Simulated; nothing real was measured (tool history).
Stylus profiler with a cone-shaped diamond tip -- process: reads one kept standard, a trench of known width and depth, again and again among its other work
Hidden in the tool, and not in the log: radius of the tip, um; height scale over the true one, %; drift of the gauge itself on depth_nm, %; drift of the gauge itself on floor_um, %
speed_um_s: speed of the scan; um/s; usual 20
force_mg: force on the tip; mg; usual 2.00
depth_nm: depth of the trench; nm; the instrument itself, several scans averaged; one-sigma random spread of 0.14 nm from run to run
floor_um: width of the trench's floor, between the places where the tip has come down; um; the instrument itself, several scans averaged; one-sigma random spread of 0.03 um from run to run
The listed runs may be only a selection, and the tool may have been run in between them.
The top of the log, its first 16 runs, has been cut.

| run | hour | speed_um_s | force_mg | scans with this tip | hours of work since the height scale was calibrated | depth_nm | floor_um |
|---|---|---|---|---|---|---|---|
| 17 | 410.2 | 38 | 4.15 | 11253 | 197 | 1013.62 | 15.93 |
| 18 | 434.6 | 38 | 4.15 | 11412 | 214 | 1013.70 | 15.92 |
| 19 | 466.6 | 5 | 1.05 | 11620 | 238 | 1005.24 | 15.93 |
| 20 | 491.3 | 42 | 5.08 | 11781 | 256 | 1015.51 | 15.88 |
| 21 | 514.2 | 14 | 1.83 | 11930 | 272 | 1007.80 | 15.95 |
| 22 | 543.2 | 10 | 1.62 | 12118 | 293 | 1007.22 | 15.94 |
| 23 | 572.4 | 54 | 1.06 | 12308 | 315 | 1005.21 | 15.83 |
| 24 | 586.0 | 69 | 2.86 | 12396 | 325 | 1010.76 | 15.88 |
| 25 | 618.8 | 5 | 0.91 | 12610 | 348 | 1004.88 | 15.98 |
| 26 | 645.1 | 5 | 0.91 | 12781 | 368 | 1005.20 | 15.98 |
| 27 | 666.6 | 20 | 2.20 | 12920 | 383 | 1008.81 | 15.94 |
| 28 | 696.6 | 24 | 2.66 | 13116 | 405 | 1010.09 | 15.97 |
| 29 | 724.1 | 53 | 2.58 | 13295 | 425 | 1009.68 | 15.87 |
| 30 | 745.0 | 53 | 2.58 | 13430 | 440 | 1009.88 | 15.87 |
| 31 | 766.7 | 26 | 2.00 | 13572 | 456 | 1008.24 | 15.90 |

Alternative continuations, all from the tool just after run 31; predict every row:
| A | 782.4 | 6 | 3.09 | 13674 | 467 | ? | ? |
| B | 782.4 | 28 | 0.82 | 13674 | 467 | ? | ? |
| C | 782.4 | 32 | 1.45 | 13674 | 467 | ? | ? |
| D | 782.4 | 17 | 4.42 | 13674 | 467 | ? | ? |
| E | 782.4 | 5 | 1.15 | 13674 | 467 | ? | ? |

| run | depth_nm | floor_um |
|---|---|---|
| A | 1011.13 | 15.99 |
| B | 1004.53 | 15.85 |
| C | 1006.65 | 15.88 |
| D | 1014.02 | 15.95 |
| E | 1005.83 | 16.00 |
Stripped of hidden state, with their random variation kept, the same runs would have yielded:
| run | depth_nm | floor_um |
|---|---|---|
| A | 1011.13 | 16.00 |
| B | 1004.52 | 15.86 |
| C | 1006.64 | 15.89 |
| D | 1014.01 | 15.96 |
| E | 1005.82 | 16.01 |
